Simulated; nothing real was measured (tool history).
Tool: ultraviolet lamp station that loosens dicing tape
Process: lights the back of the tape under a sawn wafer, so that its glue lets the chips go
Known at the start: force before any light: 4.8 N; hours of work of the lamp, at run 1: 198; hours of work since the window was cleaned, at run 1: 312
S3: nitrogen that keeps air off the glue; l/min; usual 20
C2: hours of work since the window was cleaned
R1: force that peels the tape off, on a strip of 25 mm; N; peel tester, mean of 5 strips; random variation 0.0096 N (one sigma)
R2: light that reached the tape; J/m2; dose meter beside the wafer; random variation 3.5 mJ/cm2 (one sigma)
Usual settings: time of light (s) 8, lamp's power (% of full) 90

run 1 hour=0.0 | time_of_light_(s)=8 lamp's_power_(%_of_full)=90 S3=20 | hours_of_work_of_the_lamp=198 C2=312 | R1=0.558 R2=4950
run 2 hour=19.0 | time_of_light_(s)=8 lamp's_power_(%_of_full)=74 S3=20 | hours_of_work_of_the_lamp=206 C2=320 | R1=0.807 R2=4000
run 3 hour=38.2 | time_of_light_(s)=8 lamp's_power_(%_of_full)=90 S3=20 | hours_of_work_of_the_lamp=214 C2=328 | R1=0.587 R2=4900
-- hour=60.7 window cleaned of glue's vapour
run 4 hour=63.7 | time_of_light_(s)=8 lamp's_power_(%_of_full)=90 S3=20 | hours_of_work_of_the_lamp=224 C2=1 | R1=0.488 R2=5510
run 5 hour=84.6 | time_of_light_(s)=8 lamp's_power_(%_of_full)=90 S3=20 | hours_of_work_of_the_lamp=233 C2=10 | R1=0.463 R2=5450
run 6 hour=98.8 | time_of_light_(s)=8 lamp's_power_(%_of_full)=90 S3=20 | hours_of_work_of_the_lamp=239 C2=16 | R1=0.469 R2=5450
run 7 hour=110.5 | time_of_light_(s)=8 lamp's_power_(%_of_full)=90 S3=20 | hours_of_work_of_the_lamp=244 C2=21 | R1=0.485 R2=5420
run 8 hour=125.1 | time_of_light_(s)=8 lamp's_power_(%_of_full)=90 S3=20 | hours_of_work_of_the_lamp=250 C2=27 | R1=0.495 R2=5430
run 9 hour=148.1 | time_of_light_(s)=8 lamp's_power_(%_of_full)=90 S3=20 | hours_of_work_of_the_lamp=260 C2=37 | R1=0.490 R2=5360
run 10 hour=164.3 | time_of_light_(s)=8 lamp's_power_(%_of_full)=90 S3=20 | hours_of_work_of_the_lamp=267 C2=43 | R1=0.485 R2=5390
run 11 hour=178.2 | time_of_light_(s)=8 lamp's_power_(%_of_full)=90 S3=20 | hours_of_work_of_the_lamp=272 C2=49 | R1=0.491 R2=5350
run 12 hour=193.4 | time_of_light_(s)=8 lamp's_power_(%_of_full)=90 S3=20 | hours_of_work_of_the_lamp=279 C2=56 | R1=0.500 R2=5370
run 13 hour=205.8 | time_of_light_(s)=8 lamp's_power_(%_of_full)=90 S3=20 | hours_of_work_of_the_lamp=284 C2=61 | R1=0.503 R2=5310
run 14 hour=216.5 | time_of_light_(s)=8 lamp's_power_(%_of_full)=90 S3=20 | hours_of_work_of_the_lamp=288 C2=65 | R1=0.479 R2=5310
run 15 hour=237.6 | time_of_light_(s)=8 lamp's_power_(%_of_full)=90 S3=20 | hours_of_work_of_the_lamp=297 C2=74 | R1=0.500 R2=5290
run 16 hour=258.0 | time_of_light_(s)=8 lamp's_power_(%_of_full)=90 S3=20 | hours_of_work_of_the_lamp=306 C2=83 | R1=0.496 R2=5250
run 17 hour=271.9 | time_of_light_(s)=6 lamp's_power_(%_of_full)=73 S3=7 | hours_of_work_of_the_lamp=312 C2=88 | R1=1.653 R2=3220
run 18 hour=288.3 | time_of_light_(s)=13 lamp's_power_(%_of_full)=89 S3=31 | hours_of_work_of_the_lamp=319 C2=95 | R1=0.178 R2=8340
run 19 hour=312.8 | time_of_light_(s)=8 lamp's_power_(%_of_full)=72 S3=20 | hours_of_work_of_the_lamp=329 C2=106 | R1=0.763 R2=4130
run 20 hour=327.2 | time_of_light_(s)=8 lamp's_power_(%_of_full)=72 S3=20 | hours_of_work_of_the_lamp=335 C2=112 | R1=0.755 R2=4140
run 21 hour=348.6 | time_of_light_(s)=4 lamp's_power_(%_of_full)=64 S3=31 | hours_of_work_of_the_lamp=344 C2=121 | R1=1.937 R2=1840
run 22 hour=373.2 | time_of_light_(s)=4 lamp's_power_(%_of_full)=64 S3=31 | hours_of_work_of_the_lamp=354 C2=131 | R1=1.921 R2=1810
run 23 hour=384.5 | time_of_light_(s)=10 lamp's_power_(%_of_full)=90 S3=14 | hours_of_work_of_the_lamp=359 C2=136 | R1=0.421 R2=6390
run 24 hour=406.8 | time_of_light_(s)=9 lamp's_power_(%_of_full)=95 S3=36 | hours_of_work_of_the_lamp=368 C2=145 | R1=0.297 R2=5990
run 25 hour=428.6 | time_of_light_(s)=5 lamp's_power_(%_of_full)=83 S3=8 | hours_of_work_of_the_lamp=377 C2=154 | R1=1.804 R2=2870
run 26 hour=453.4 | time_of_light_(s)=7 lamp's_power_(%_of_full)=99 S3=20 | hours_of_work_of_the_lamp=388 C2=165 | R1=0.596 R2=4810

Forecast each of these 5 alternatives for the next run:
run A hour=467.2 | time_of_light_(s)=7 lamp's_power_(%_of_full)=91 S3=20 | hours_of_work_of_the_lamp=393 C2=170 | R1=? R2=?
run B hour=467.2 | time_of_light_(s)=12 lamp's_power_(%_of_full)=90 S3=20 | hours_of_work_of_the_lamp=393 C2=170 | R1=? R2=?
run C hour=467.2 | time_of_light_(s)=7 lamp's_power_(%_of_full)=99 S3=14 | hours_of_work_of_the_lamp=393 C2=170 | R1=? R2=?
run D hour=467.2 | time_of_light_(s)=8 lamp's_power_(%_of_full)=74 S3=20 | hours_of_work_of_the_lamp=393 C2=170 | R1=? R2=?
run E hour=467.2 | time_of_light_(s)=5 lamp's_power_(%_of_full)=77 S3=11 | hours_of_work_of_the_lamp=393 C2=170 | R1=? R2=?

run=A R1=0.699 R2=4380
run=B R1=0.254 R2=7420
run=C R1=0.726 R2=4790
run=D R1=0.781 R2=4140
run=E R1=1.741 R2=2680
Without the tool's hidden state the same runs would have given:
run=A R1=0.522 R2=5150
run=B R1=0.192 R2=8720
run=C R1=0.543 R2=5630
run=D R1=0.590 R2=4860
run=E R1=1.467 R2=3150
